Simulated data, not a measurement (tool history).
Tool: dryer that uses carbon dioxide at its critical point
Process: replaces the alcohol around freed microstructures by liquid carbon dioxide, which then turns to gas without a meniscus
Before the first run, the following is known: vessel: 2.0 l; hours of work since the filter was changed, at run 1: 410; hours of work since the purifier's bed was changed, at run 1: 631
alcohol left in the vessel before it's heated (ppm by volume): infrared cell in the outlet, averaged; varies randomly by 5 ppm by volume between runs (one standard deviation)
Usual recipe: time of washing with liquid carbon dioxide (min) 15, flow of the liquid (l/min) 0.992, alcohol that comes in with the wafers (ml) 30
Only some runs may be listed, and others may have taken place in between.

run	hour	time of washing with liquid carbon dioxide (min)	flow of the liquid (l/min)	alcohol that comes in with the wafers (ml)	hours of work since the filter was changed	hours of work since the purifier's bed was changed	alcohol left in the vessel before it's heated (ppm by volume)
1	0.0	15	0.992	30	410	631	74
2	21.9	15	0.992	30	424	645	80
3	32.8	15	0.992	30	430	651	79
4	57.0	15	0.992	30	445	666	80
5	72.2	15	0.992	30	455	676	80
6	90.8	15	0.992	30	466	687	85
7	104.4	19	0.992	30	474	695	60
8	130.0	12	0.992	30	490	711	174
9	144.4	12	0.992	30	499	720	171
10	161.9	12	0.992	30	510	731	174
11	173.0	12	0.992	30	517	738	175
12	188.9	15	0.992	30	526	747	88
13	210.0	10	0.992	30	539	760	322
14	225.8	10	0.992	30	549	770	324
# hour 228.4: inlet filter changed
15	245.3	10	0.992	30	10	782	227
16	262.4	9	0.992	30	21	792	314
17	278.5	9	0.992	30	31	802	309
18	303.0	9	0.992	30	46	817	314
19	322.2	9	0.992	30	58	829	327
20	334.7	15	0.992	30	65	837	80
21	351.9	15	0.992	30	76	847	79
22	369.7	15	0.992	30	87	858	87
23	383.8	15	0.992	30	96	867	71
24	409.2	16	0.992	30	111	882	79
25	430.8	13	0.739	29	125	896	274
26	453.9	13	0.739	29	139	910	273
27	478.1	15	0.984	29	154	925	85
28	502.0	15	1.167	39	168	940	84
29	513.5	14	1.595	25	176	947	69
30	526.1	10	0.819	37	183	954	574
31	545.3	13	0.970	25	195	966	125
32	564.3	13	0.975	32	207	978	127
33	579.1	13	0.975	32	216	987	134
34	605.4	15	0.992	21	232	1003	85
35	616.1	18	1.397	30	239	1010	71
36	628.8	15	0.817	77	247	1018	270
37	640.2	15	1.010	25	254	1025	93
38	663.1	10	0.992	30	268	1039	279
39	687.4	10	0.992	30	283	1054	291
40	699.8	20	0.696	44	290	1061	131
41	715.6	20	0.696	44	300	1071	140
42	726.5	21	0.696	70	307	1078	147
43	753.2	11	0.696	26	323	1094	564
44	774.5	19	0.992	87	336	1107	92
45	790.2	21	1.312	102	346	1117	77
46	813.4	18	0.691	42	360	1131	193

Measured result minus the same run's result without the hidden state. Both carry the same run-to-run variation, though not necessarily the same gauge scatter:
The tool's hidden condition here consists of: flow that reaches the vessel past the clogged filter, %; alcohol in the recycled carbon dioxide, ppm; drift of the gauge itself on alcohol_ppm, %.
run	alcohol left in the vessel before it's heated (ppm by volume)
1	+55
2	+57
3	+57
4	+59
5	+60
6	+62
7	+51
8	+99
9	+98
10	+100
11	+101
12	+69
13	+157
14	+162
15	+56
16	+59
17	+60
18	+65
19	+68
20	+57
21	+59
22	+59
23	+60
24	+62
25	+81
26	+84
27	+64
28	+67
29	+65
30	+128
31	+74
32	+78
33	+80
34	+71
35	+66
36	+113
37	+71
38	+112
39	+117
40	+87
41	+88
42	+94
43	+169
44	+79
45	+74
46	+111
